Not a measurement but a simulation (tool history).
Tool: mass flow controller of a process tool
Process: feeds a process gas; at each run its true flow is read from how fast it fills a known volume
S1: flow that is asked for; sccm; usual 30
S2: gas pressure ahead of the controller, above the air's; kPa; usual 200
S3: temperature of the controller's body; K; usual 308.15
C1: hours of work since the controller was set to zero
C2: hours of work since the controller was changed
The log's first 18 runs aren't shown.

Run 19, hour 1976.1: usual settings; C1 3150; C2 3150. Result: true flow (%) 100.89.
Run 20, hour 2099.0: usual settings but S1 17 sccm, S3 304.15 K; C1 3220; C2 3220. Result: true flow (%) 100.54.
At hour 2146.4: gauge calibrated.
Run 21, hour 2239.6: usual settings but S3 303.15 K; C1 3301; C2 3301. Result: true flow (%) 99.12.
Run 22, hour 2334.6: usual settings but S3 303.15 K; C1 3355; C2 3355. Result: true flow (%) 99.29.
Run 23, hour 2438.9: usual settings but S2 213 kPa; C1 3414; C2 3414. Result: true flow (%) 99.14.
Run 24, hour 2557.9: usual settings but S3 301.15 K; C1 3482; C2 3482. Result: true flow (%) 99.37.
Run 25, hour 2654.0: usual settings but S3 301.15 K; C1 3537; C2 3537. Result: true flow (%) 99.66.
Run 26, hour 2713.8: usual settings but S1 13 sccm, S3 304.15 K; C1 3571; C2 3571. Result: true flow (%) 98.91.
Run 27, hour 2823.0: usual settings but S1 22 sccm, S3 303.15 K; C1 3634; C2 3634. Result: true flow (%) 99.39.
Run 28, hour 2888.7: usual settings but S1 5 sccm, S3 294.15 K; C1 3671; C2 3671. Result: true flow (%) 99.12.
Run 29, hour 3026.0: usual settings but S1 5 sccm, S3 294.15 K; C1 3750; C2 3750. Result: true flow (%) 99.49.
Run 30, hour 3172.6: usual settings but S1 5 sccm, S3 294.15 K; C1 3833; C2 3833. Result: true flow (%) 99.43.
Run 31, hour 3314.8: usual settings but S1 6 sccm, S2 233 kPa; C1 3915; C2 3915. Result: true flow (%) 99.01.
Run 32, hour 3382.2: usual settings but S1 6 sccm, S2 233 kPa; C1 3953; C2 3953. Result: true flow (%) 99.02.
Run 33, hour 3486.8: usual settings but S2 176 kPa, S3 303.15 K; C1 4013; C2 4013. Result: true flow (%) 100.49.
Run 34, hour 3615.6: usual settings but S1 44 sccm, S2 201 kPa; C1 4086; C2 4086. Result: true flow (%) 100.84.
Run 35, hour 3703.1: usual settings but S1 12 sccm, S2 274 kPa, S3 302.15 K; C1 4136; C2 4136. Result: true flow (%) 99.75.
Run 36, hour 3839.5: usual settings but S1 19 sccm, S2 217 kPa; C1 4214; C2 4214. Result: true flow (%) 100.02.
Run 37, hour 3915.3: usual settings but S1 6 sccm, S2 212 kPa, S3 295.15 K; C1 4257; C2 4257. Result: true flow (%) 100.14.

Forecast each of these 5 alternatives for the next run:
Run A, hour 3976.5: usual settings but S2 180 kPa, S3 303.15 K; C1 4292; C2 4292. Result: true flow (%) ?.
Run B, hour 3976.5: usual settings but S1 17 sccm, S2 214 kPa, S3 309.15 K; C1 4292; C2 4292. Result: true flow (%) ?.
Run C, hour 3976.5: usual settings but S1 32 sccm, S2 165 kPa, S3 295.15 K; C1 4292; C2 4292. Result: true flow (%) ?.
Run D, hour 3976.5: usual settings but S1 26 sccm, S2 191 kPa, S3 303.15 K; C1 4292; C2 4292. Result: true flow (%) ?.
Run E, hour 3976.5: usual settings but S1 9 sccm, S2 211 kPa; C1 4292; C2 4292. Result: true flow (%) ?.

run  true flow (%)
  A         100.95
  B         100.03
  C         101.44
  D         100.80
  E          99.84
Without the tool's hidden state the same runs would have given:
run  true flow (%)
  A          99.06
  B          98.16
  C          99.55
  D          98.92
  E          97.98
